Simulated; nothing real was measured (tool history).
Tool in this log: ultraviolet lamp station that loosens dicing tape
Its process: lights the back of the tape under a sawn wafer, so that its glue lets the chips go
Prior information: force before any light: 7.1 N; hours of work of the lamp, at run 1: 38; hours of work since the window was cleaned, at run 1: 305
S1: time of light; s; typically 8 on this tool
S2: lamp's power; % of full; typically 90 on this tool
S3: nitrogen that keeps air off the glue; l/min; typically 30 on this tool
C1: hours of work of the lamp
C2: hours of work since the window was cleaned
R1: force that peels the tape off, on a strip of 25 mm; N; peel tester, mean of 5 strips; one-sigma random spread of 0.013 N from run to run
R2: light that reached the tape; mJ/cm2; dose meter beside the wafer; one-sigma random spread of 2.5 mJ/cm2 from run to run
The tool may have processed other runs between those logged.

{"run": 1, "hour": 0.0, "S1": 8, "S2": 90, "S3": 30, "C1": 38, "C2": 305, "R1": 0.779, "R2": 275}
{"run": 2, "hour": 12.5, "S1": 13, "S2": 90, "S3": 30, "C1": 43, "C2": 310, "R1": 0.248, "R2": 448}
{"run": 3, "hour": 23.8, "S1": 8, "S2": 90, "S3": 30, "C1": 48, "C2": 315, "R1": 0.805, "R2": 273}
{"run": 4, "hour": 31.6, "S1": 8, "S2": 90, "S3": 30, "C1": 51, "C2": 318, "R1": 0.778, "R2": 270}
{"run": 5, "hour": 39.9, "S1": 8, "S2": 95, "S3": 30, "C1": 55, "C2": 321, "R1": 0.69, "R2": 290}
{"run": 6, "hour": 45.1, "S1": 8, "S2": 95, "S3": 30, "C1": 57, "C2": 324, "R1": 0.686, "R2": 282}
{"run": 7, "hour": 51.6, "S1": 8, "S2": 95, "S3": 30, "C1": 60, "C2": 326, "R1": 0.72, "R2": 290}
{"run": 8, "hour": 59.8, "S1": 8, "S2": 90, "S3": 30, "C1": 63, "C2": 330, "R1": 0.818, "R2": 271}
{"run": 9, "hour": 67.7, "S1": 8, "S2": 82, "S3": 30, "C1": 66, "C2": 333, "R1": 0.989, "R2": 245}
{"run": 10, "hour": 76.7, "S1": 8, "S2": 82, "S3": 30, "C1": 70, "C2": 337, "R1": 0.977, "R2": 247}
{"run": 11, "hour": 83.0, "S1": 8, "S2": 90, "S3": 44, "C1": 73, "C2": 339, "R1": 0.681, "R2": 274}
{"hour": 84.2, "done": "window cleaned of glue's vapour"}
{"run": 12, "hour": 95.3, "S1": 8, "S2": 90, "S3": 15, "C1": 77, "C2": 5, "R1": 1.161, "R2": 266}
{"run": 13, "hour": 103.4, "S1": 8, "S2": 76, "S3": 11, "C1": 81, "C2": 8, "R1": 1.755, "R2": 227}
{"run": 14, "hour": 110.8, "S1": 7, "S2": 62, "S3": 27, "C1": 84, "C2": 11, "R1": 2.04, "R2": 159}
{"run": 15, "hour": 116.8, "S1": 7, "S2": 62, "S3": 27, "C1": 86, "C2": 14, "R1": 1.929, "R2": 162}
{"run": 16, "hour": 124.4, "S1": 7, "S2": 90, "S3": 10, "C1": 90, "C2": 17, "R1": 1.716, "R2": 232}
{"run": 17, "hour": 136.4, "S1": 8, "S2": 81, "S3": 10, "C1": 95, "C2": 22, "R1": 1.683, "R2": 236}
{"hour": 139.2, "done": "window cleaned of glue's vapour, once more"}
{"run": 18, "hour": 144.0, "S1": 7, "S2": 76, "S3": 30, "C1": 97, "C2": 2, "R1": 1.2, "R2": 219}
{"run": 19, "hour": 155.8, "S1": 8, "S2": 63, "S3": 30, "C1": 102, "C2": 7, "R1": 1.301, "R2": 208}
{"run": 20, "hour": 165.4, "S1": 12, "S2": 82, "S3": 11, "C1": 106, "C2": 11, "R1": 0.582, "R2": 410}
{"run": 21, "hour": 170.7, "S1": 8, "S2": 89, "S3": 42, "C1": 109, "C2": 13, "R1": 0.586, "R2": 296}
{"run": 22, "hour": 178.3, "S1": 13, "S2": 66, "S3": 19, "C1": 112, "C2": 16, "R1": 0.592, "R2": 356}

What if the next run were any one of these 5? Each begins from the tool's condition after run 22:
{"run": "A", "hour": 188.2, "S1": 12, "S2": 75, "S3": 30, "C1": 116, "C2": 20, "R1": "?", "R2": "?"}
{"run": "B", "hour": 188.2, "S1": 12, "S2": 90, "S3": 30, "C1": 116, "C2": 20, "R1": "?", "R2": "?"}
{"run": "C", "hour": 188.2, "S1": 8, "S2": 90, "S3": 49, "C1": 116, "C2": 20, "R1": "?", "R2": "?"}
{"run": "D", "hour": 188.2, "S1": 5, "S2": 66, "S3": 15, "C1": 116, "C2": 20, "R1": "?", "R2": "?"}
{"run": "E", "hour": 188.2, "S1": 4, "S2": 66, "S3": 43, "C1": 116, "C2": 20, "R1": "?", "R2": "?"}

run=A R1=0.388 R2=372
run=B R1=0.237 R2=449
run=C R1=0.527 R2=298
run=D R1=2.735 R2=139
run=E R1=2.702 R2=111
Had the tool no hidden state, the same runs would have come out as:
run=A R1=0.361 R2=382
run=B R1=0.220 R2=461
run=C R1=0.493 R2=307
run=D R1=2.664 R2=143
run=E R1=2.630 R2=114

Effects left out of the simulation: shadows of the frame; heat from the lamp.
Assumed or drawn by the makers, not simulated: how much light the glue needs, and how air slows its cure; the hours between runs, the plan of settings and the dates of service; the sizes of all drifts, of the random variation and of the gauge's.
